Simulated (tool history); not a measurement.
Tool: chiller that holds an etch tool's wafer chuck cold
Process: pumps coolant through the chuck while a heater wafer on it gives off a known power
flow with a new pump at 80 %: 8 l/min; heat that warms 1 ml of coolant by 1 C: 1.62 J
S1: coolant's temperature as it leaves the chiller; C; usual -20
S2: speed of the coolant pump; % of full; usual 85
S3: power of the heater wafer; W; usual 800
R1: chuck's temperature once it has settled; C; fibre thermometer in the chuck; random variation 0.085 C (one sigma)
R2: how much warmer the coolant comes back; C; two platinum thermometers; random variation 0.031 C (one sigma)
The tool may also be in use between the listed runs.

{"run": 1, "hour": 0.0, "S1": -20, "S2": 85, "S3": 800, "R1": -14.26, "R2": 3.43}
{"run": 2, "hour": 51.9, "S1": -20, "S2": 85, "S3": 800, "R1": -14.35, "R2": 3.39}
{"run": 3, "hour": 94.8, "S1": -20, "S2": 85, "S3": 800, "R1": -14.39, "R2": 3.43}
{"run": 4, "hour": 132.2, "S1": -20, "S2": 85, "S3": 800, "R1": -14.29, "R2": 3.52}
{"run": 5, "hour": 168.7, "S1": -20, "S2": 62, "S3": 800, "R1": -12.57, "R2": 4.88}
{"run": 6, "hour": 202.3, "S1": -20, "S2": 85, "S3": 619, "R1": -15.9, "R2": 2.7}
{"run": 7, "hour": 249.9, "S1": -20, "S2": 85, "S3": 619, "R1": -15.68, "R2": 2.68}
{"run": 8, "hour": 301.8, "S1": -20, "S2": 85, "S3": 619, "R1": -15.76, "R2": 2.69}
{"run": 9, "hour": 326.9, "S1": -20, "S2": 96, "S3": 619, "R1": -16.17, "R2": 2.31}
{"run": 10, "hour": 358.8, "S1": -28, "S2": 85, "S3": 800, "R1": -22.48, "R2": 3.41}

The next listed run, before its measurement:
{"run": 11, "hour": 390.5, "S1": -17, "S2": 87, "S3": 575, "R1": "?", "R2": "?"}

{"run 11": {"R1": -13.2, "R2": 2.43}}
Without the tool's hidden state the same run would have given R1 -13.04 C, R2 2.42 C.

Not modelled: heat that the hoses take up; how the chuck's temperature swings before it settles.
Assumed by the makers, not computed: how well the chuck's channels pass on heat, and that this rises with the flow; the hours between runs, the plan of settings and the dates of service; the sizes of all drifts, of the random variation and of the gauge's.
